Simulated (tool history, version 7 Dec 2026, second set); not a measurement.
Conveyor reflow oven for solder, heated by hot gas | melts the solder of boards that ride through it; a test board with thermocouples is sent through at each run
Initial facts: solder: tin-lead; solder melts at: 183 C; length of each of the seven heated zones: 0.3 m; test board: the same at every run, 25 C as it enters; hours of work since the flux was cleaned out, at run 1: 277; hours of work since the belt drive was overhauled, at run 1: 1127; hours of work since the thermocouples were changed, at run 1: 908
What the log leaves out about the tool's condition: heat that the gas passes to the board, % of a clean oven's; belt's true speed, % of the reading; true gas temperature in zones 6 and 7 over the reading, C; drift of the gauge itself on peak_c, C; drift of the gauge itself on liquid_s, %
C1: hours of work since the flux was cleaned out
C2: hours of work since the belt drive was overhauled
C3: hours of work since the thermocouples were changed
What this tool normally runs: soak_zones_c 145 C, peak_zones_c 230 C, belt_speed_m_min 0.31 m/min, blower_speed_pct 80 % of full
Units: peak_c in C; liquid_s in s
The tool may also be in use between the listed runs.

{"run": 1, "hour": 0.0, "soak_zones_c": 145, "peak_zones_c": 230, "belt_speed_m_min": 0.31, "blower_speed_pct": 80, "C1": 277, "C2": 1127, "C3": 908, "peak_c": 217.3, "liquid_s": 93.8}
{"run": 2, "hour": 49.0, "soak_zones_c": 145, "peak_zones_c": 230, "belt_speed_m_min": 0.31, "blower_speed_pct": 80, "C1": 308, "C2": 1158, "C3": 939, "peak_c": 217.1, "liquid_s": 93.4}
{"run": 3, "hour": 78.1, "soak_zones_c": 145, "peak_zones_c": 230, "belt_speed_m_min": 0.31, "blower_speed_pct": 80, "C1": 326, "C2": 1176, "C3": 957, "peak_c": 216.9, "liquid_s": 93.5}
{"run": 4, "hour": 108.6, "soak_zones_c": 145, "peak_zones_c": 230, "belt_speed_m_min": 0.31, "blower_speed_pct": 80, "C1": 345, "C2": 1195, "C3": 977, "peak_c": 217, "liquid_s": 93.3}
{"run": 5, "hour": 156.0, "soak_zones_c": 145, "peak_zones_c": 230, "belt_speed_m_min": 0.31, "blower_speed_pct": 80, "C1": 375, "C2": 1225, "C3": 1007, "peak_c": 216.6, "liquid_s": 93.1}
{"run": 6, "hour": 186.5, "soak_zones_c": 145, "peak_zones_c": 234, "belt_speed_m_min": 0.31, "blower_speed_pct": 80, "C1": 394, "C2": 1244, "C3": 1026, "peak_c": 220, "liquid_s": 96.5}
{"hour": 207.2, "done": "belt drive overhauled, speed set with a stopwatch"}
{"hour": 220.7, "done": "flux residue cleaned out of gas plates and filters"}
{"run": 7, "hour": 239.5, "soak_zones_c": 145, "peak_zones_c": 234, "belt_speed_m_min": 0.31, "blower_speed_pct": 80, "C1": 12, "C2": 17, "C3": 1054, "peak_c": 223.4, "liquid_s": 102.8}
{"run": 8, "hour": 284.6, "soak_zones_c": 145, "peak_zones_c": 234, "belt_speed_m_min": 0.31, "blower_speed_pct": 80, "C1": 40, "C2": 46, "C3": 1082, "peak_c": 223, "liquid_s": 102.3}
{"hour": 322.7, "done": "belt drive overhauled, speed set with a stopwatch, once more"}
{"run": 9, "hour": 335.6, "soak_zones_c": 151, "peak_zones_c": 230, "belt_speed_m_min": 0.31, "blower_speed_pct": 80, "C1": 70, "C2": 8, "C3": 1112, "peak_c": 219, "liquid_s": 97}
{"run": 10, "hour": 362.9, "soak_zones_c": 151, "peak_zones_c": 230, "belt_speed_m_min": 0.35, "blower_speed_pct": 80, "C1": 87, "C2": 25, "C3": 1129, "peak_c": 215.6, "liquid_s": 81.8}
{"run": 11, "hour": 394.0, "soak_zones_c": 157, "peak_zones_c": 230, "belt_speed_m_min": 0.31, "blower_speed_pct": 80, "C1": 107, "C2": 45, "C3": 1149, "peak_c": 219.8, "liquid_s": 102.1}
{"run": 12, "hour": 429.1, "soak_zones_c": 145, "peak_zones_c": 226, "belt_speed_m_min": 0.31, "blower_speed_pct": 80, "C1": 129, "C2": 67, "C3": 1171, "peak_c": 214.5, "liquid_s": 88.2}
{"run": 13, "hour": 456.0, "soak_zones_c": 145, "peak_zones_c": 226, "belt_speed_m_min": 0.366, "blower_speed_pct": 73, "C1": 146, "C2": 84, "C3": 1188, "peak_c": 208.2, "liquid_s": 65.3}
{"run": 14, "hour": 477.8, "soak_zones_c": 146, "peak_zones_c": 220, "belt_speed_m_min": 0.274, "blower_speed_pct": 50, "C1": 160, "C2": 98, "C3": 1201, "peak_c": 206.8, "liquid_s": 87.3}
{"run": 15, "hour": 513.3, "soak_zones_c": 146, "peak_zones_c": 220, "belt_speed_m_min": 0.274, "blower_speed_pct": 50, "C1": 182, "C2": 120, "C3": 1224, "peak_c": 206.5, "liquid_s": 87.2}

5 options for the next run, each taken on its own from the tool as it stands now. Forecast them:
{"run": "A", "hour": 545.8, "soak_zones_c": 159, "peak_zones_c": 241, "belt_speed_m_min": 0.31, "blower_speed_pct": 80, "C1": 203, "C2": 141, "C3": 1244, "peak_c": "?", "liquid_s": "?"}
{"run": "B", "hour": 545.8, "soak_zones_c": 146, "peak_zones_c": 220, "belt_speed_m_min": 0.274, "blower_speed_pct": 59, "C1": 203, "C2": 141, "C3": 1244, "peak_c": "?", "liquid_s": "?"}
{"run": "C", "hour": 545.8, "soak_zones_c": 145, "peak_zones_c": 230, "belt_speed_m_min": 0.284, "blower_speed_pct": 60, "C1": 203, "C2": 141, "C3": 1244, "peak_c": "?", "liquid_s": "?"}
{"run": "D", "hour": 545.8, "soak_zones_c": 145, "peak_zones_c": 230, "belt_speed_m_min": 0.31, "blower_speed_pct": 53, "C1": 203, "C2": 141, "C3": 1244, "peak_c": "?", "liquid_s": "?"}
{"run": "E", "hour": 545.8, "soak_zones_c": 133, "peak_zones_c": 234, "belt_speed_m_min": 0.302, "blower_speed_pct": 80, "C1": 203, "C2": 141, "C3": 1244, "peak_c": "?", "liquid_s": "?"}

run=A peak_c=229.2 liquid_s=111
run=B peak_c=208.6 liquid_s=91.7
run=C peak_c=216 liquid_s=98.2
run=D peak_c=211.7 liquid_s=82.2
run=E peak_c=219.8 liquid_s=90.2
Stripped of hidden state, with their random variation kept, the same runs would have yielded:
run=A peak_c=229.6 liquid_s=111
run=B peak_c=208.6 liquid_s=92.5
run=C peak_c=216.3 liquid_s=98.9
run=D peak_c=212.1 liquid_s=83.2
run=E peak_c=220.5 liquid_s=91.5

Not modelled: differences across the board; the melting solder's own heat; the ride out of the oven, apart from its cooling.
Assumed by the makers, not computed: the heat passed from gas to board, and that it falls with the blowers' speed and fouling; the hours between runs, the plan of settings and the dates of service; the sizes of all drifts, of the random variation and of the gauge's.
